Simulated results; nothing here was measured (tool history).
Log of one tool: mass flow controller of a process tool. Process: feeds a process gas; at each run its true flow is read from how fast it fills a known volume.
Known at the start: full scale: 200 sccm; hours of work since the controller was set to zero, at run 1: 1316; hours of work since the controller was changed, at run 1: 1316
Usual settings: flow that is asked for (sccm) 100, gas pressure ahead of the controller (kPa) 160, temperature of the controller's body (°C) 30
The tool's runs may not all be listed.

run,hour,flow that is asked for (sccm),gas pressure ahead of the controller (kPa),temperature of the controller's body (°C),hours of work since the controller was set to zero,hours of work since the controller was changed,true flow (%)
1,0,100,160,30,1316,1316,98.47
2,241.2,100,160,30,1400,1400,98.52
3,433,100,160,30,1466,1466,98.63
4,659,100,160,30,1545,1545,98.36
5,883.4,100,160,30,1623,1623,98.45
6,1067.1,100,160,30,1687,1687,98.46

Forecast run 7:
7,1194.6,100,160,35,1732,1732,?

{"run 7": {"true flow (%)": 98.64}}
Without the tool's hidden state the same run would have given true flow (%) 98.64.
